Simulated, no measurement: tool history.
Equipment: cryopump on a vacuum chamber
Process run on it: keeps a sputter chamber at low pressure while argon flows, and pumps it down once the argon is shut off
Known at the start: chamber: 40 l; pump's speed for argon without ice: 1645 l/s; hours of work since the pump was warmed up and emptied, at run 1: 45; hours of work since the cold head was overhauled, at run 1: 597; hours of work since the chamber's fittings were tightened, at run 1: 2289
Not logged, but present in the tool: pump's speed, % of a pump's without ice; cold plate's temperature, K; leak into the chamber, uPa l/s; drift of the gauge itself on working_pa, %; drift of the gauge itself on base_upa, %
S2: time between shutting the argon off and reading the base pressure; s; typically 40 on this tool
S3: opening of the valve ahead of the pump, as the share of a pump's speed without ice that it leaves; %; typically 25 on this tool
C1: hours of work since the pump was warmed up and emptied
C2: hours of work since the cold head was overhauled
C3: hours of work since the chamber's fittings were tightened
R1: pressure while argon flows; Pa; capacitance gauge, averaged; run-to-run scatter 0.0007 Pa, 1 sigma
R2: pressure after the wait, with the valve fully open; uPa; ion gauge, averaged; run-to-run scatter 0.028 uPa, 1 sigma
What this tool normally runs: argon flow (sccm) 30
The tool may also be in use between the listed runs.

{"run": 1, "hour": 0.0, "argon flow (sccm)": 30, "S2": 40, "S3": 25, "C1": 45, "C2": 597, "C3": 2289, "R1": 0.124, "R2": 2.83}
{"run": 2, "hour": 19.0, "argon flow (sccm)": 30, "S2": 40, "S3": 25, "C1": 62, "C2": 614, "C3": 2306, "R1": 0.1252, "R2": 2.84}
{"run": 3, "hour": 27.9, "argon flow (sccm)": 30, "S2": 40, "S3": 25, "C1": 70, "C2": 622, "C3": 2314, "R1": 0.1236, "R2": 2.87}
{"run": 4, "hour": 37.4, "argon flow (sccm)": 30, "S2": 40, "S3": 29, "C1": 78, "C2": 630, "C3": 2322, "R1": 0.1074, "R2": 2.76}
{"run": 5, "hour": 56.4, "argon flow (sccm)": 30, "S2": 40, "S3": 29, "C1": 95, "C2": 647, "C3": 2339, "R1": 0.108, "R2": 2.83}
{"run": 6, "hour": 68.5, "argon flow (sccm)": 30, "S2": 40, "S3": 29, "C1": 106, "C2": 658, "C3": 2350, "R1": 0.1081, "R2": 2.83}
{"run": 7, "hour": 80.0, "argon flow (sccm)": 30, "S2": 271, "S3": 25, "C1": 116, "C2": 668, "C3": 2360, "R1": 0.124, "R2": 1.9}
{"run": 8, "hour": 93.6, "argon flow (sccm)": 30, "S2": 40, "S3": 25, "C1": 128, "C2": 680, "C3": 2372, "R1": 0.1248, "R2": 2.9}
{"run": 9, "hour": 112.2, "argon flow (sccm)": 30, "S2": 40, "S3": 25, "C1": 145, "C2": 697, "C3": 2388, "R1": 0.1254, "R2": 2.88}
{"run": 10, "hour": 131.0, "argon flow (sccm)": 30, "S2": 40, "S3": 25, "C1": 161, "C2": 713, "C3": 2405, "R1": 0.1261, "R2": 2.95}
{"run": 11, "hour": 146.9, "argon flow (sccm)": 30, "S2": 40, "S3": 25, "C1": 175, "C2": 727, "C3": 2419, "R1": 0.1254, "R2": 3.05}
{"run": 12, "hour": 160.0, "argon flow (sccm)": 30, "S2": 219, "S3": 25, "C1": 187, "C2": 739, "C3": 2431, "R1": 0.1249, "R2": 2.05}
{"run": 13, "hour": 176.9, "argon flow (sccm)": 30, "S2": 40, "S3": 25, "C1": 202, "C2": 754, "C3": 2446, "R1": 0.1262, "R2": 3.03}
{"run": 14, "hour": 194.0, "argon flow (sccm)": 30, "S2": 40, "S3": 25, "C1": 217, "C2": 769, "C3": 2461, "R1": 0.1254, "R2": 3.0}
{"run": 15, "hour": 211.1, "argon flow (sccm)": 30, "S2": 25, "S3": 25, "C1": 232, "C2": 784, "C3": 2476, "R1": 0.1252, "R2": 3.71}
{"run": 16, "hour": 222.7, "argon flow (sccm)": 30, "S2": 25, "S3": 57, "C1": 243, "C2": 795, "C3": 2487, "R1": 0.0565, "R2": 3.81}
{"run": 17, "hour": 240.4, "argon flow (sccm)": 30, "S2": 25, "S3": 57, "C1": 258, "C2": 810, "C3": 2502, "R1": 0.0573, "R2": 3.8}
{"run": 18, "hour": 255.5, "argon flow (sccm)": 27, "S2": 63, "S3": 17, "C1": 272, "C2": 824, "C3": 2516, "R1": 0.1654, "R2": 2.72}
{"run": 19, "hour": 272.5, "argon flow (sccm)": 56, "S2": 46, "S3": 55, "C1": 287, "C2": 839, "C3": 2531, "R1": 0.1105, "R2": 2.93}
{"run": 20, "hour": 289.2, "argon flow (sccm)": 20, "S2": 45, "S3": 19, "C1": 302, "C2": 854, "C3": 2546, "R1": 0.1109, "R2": 3.02}
{"run": 21, "hour": 303.5, "argon flow (sccm)": 20, "S2": 45, "S3": 19, "C1": 315, "C2": 867, "C3": 2558, "R1": 0.1107, "R2": 2.99}
{"run": 22, "hour": 320.7, "argon flow (sccm)": 47, "S2": 246, "S3": 19, "C1": 330, "C2": 882, "C3": 2574, "R1": 0.2616, "R2": 2.17}
{"run": 23, "hour": 334.5, "argon flow (sccm)": 18, "S2": 22, "S3": 17, "C1": 342, "C2": 894, "C3": 2586, "R1": 0.1102, "R2": 4.11}
{"run": 24, "hour": 351.7, "argon flow (sccm)": 18, "S2": 22, "S3": 17, "C1": 357, "C2": 909, "C3": 2601, "R1": 0.1118, "R2": 4.22}
{"run": 25, "hour": 364.7, "argon flow (sccm)": 18, "S2": 22, "S3": 17, "C1": 369, "C2": 921, "C3": 2613, "R1": 0.1112, "R2": 4.23}
{"run": 26, "hour": 378.5, "argon flow (sccm)": 18, "S2": 22, "S3": 17, "C1": 381, "C2": 933, "C3": 2625, "R1": 0.1123, "R2": 4.22}
{"run": 27, "hour": 391.9, "argon flow (sccm)": 18, "S2": 22, "S3": 17, "C1": 393, "C2": 945, "C3": 2637, "R1": 0.1126, "R2": 4.17}
{"run": 28, "hour": 402.8, "argon flow (sccm)": 14, "S2": 94, "S3": 24, "C1": 403, "C2": 955, "C3": 2647, "R1": 0.0618, "R2": 2.69}
{"run": 29, "hour": 417.3, "argon flow (sccm)": 30, "S2": 53, "S3": 27, "C1": 416, "C2": 968, "C3": 2660, "R1": 0.1179, "R2": 3.01}
{"run": 30, "hour": 427.1, "argon flow (sccm)": 40, "S2": 50, "S3": 19, "C1": 424, "C2": 976, "C3": 2668, "R1": 0.2234, "R2": 3.12}
{"run": 31, "hour": 436.7, "argon flow (sccm)": 19, "S2": 57, "S3": 28, "C1": 433, "C2": 985, "C3": 2677, "R1": 0.0727, "R2": 3.0}
{"run": 32, "hour": 446.3, "argon flow (sccm)": 18, "S2": 40, "S3": 26, "C1": 441, "C2": 993, "C3": 2685, "R1": 0.0746, "R2": 3.35}
{"run": 33, "hour": 464.1, "argon flow (sccm)": 39, "S2": 40, "S3": 25, "C1": 457, "C2": 1009, "C3": 2701, "R1": 0.1671, "R2": 3.41}
{"run": 34, "hour": 480.5, "argon flow (sccm)": 30, "S2": 148, "S3": 38, "C1": 472, "C2": 1024, "C3": 2716, "R1": 0.0879, "R2": 2.56}

How would selected steps in R1 from run to run divide? Give the signed amount a tool lacking its hidden state would still show from settings, what came in and random variation, and the signed amount left for the hidden state, including any gauge scatter that is not in both of the compared results.
Run 19 -> 20: argon flow (sccm) 56 -> 20, S2 46 -> 45, S3 55 -> 19. R1 +0.0004 Pa: hidden state -0.0042, all else +0.0046.
Run 21 -> 22: argon flow (sccm) 20 -> 47, S2 45 -> 246. R1 +0.1509 Pa: hidden state +0.0039, all else +0.1470.
Run 22 -> 23: argon flow (sccm) 47 -> 18, S2 246 -> 22, S3 19 -> 17. R1 -0.1514 Pa: hidden state -0.0039, all else -0.1475.
Run 30 -> 31: argon flow (sccm) 40 -> 19, S2 50 -> 57, S3 19 -> 28. R1 -0.1507 Pa: hidden state -0.0037, all else -0.1470.
Run 32 -> 33: argon flow (sccm) 18 -> 39, S3 26 -> 25. R1 +0.0925 Pa: hidden state +0.0041, all else +0.0884.

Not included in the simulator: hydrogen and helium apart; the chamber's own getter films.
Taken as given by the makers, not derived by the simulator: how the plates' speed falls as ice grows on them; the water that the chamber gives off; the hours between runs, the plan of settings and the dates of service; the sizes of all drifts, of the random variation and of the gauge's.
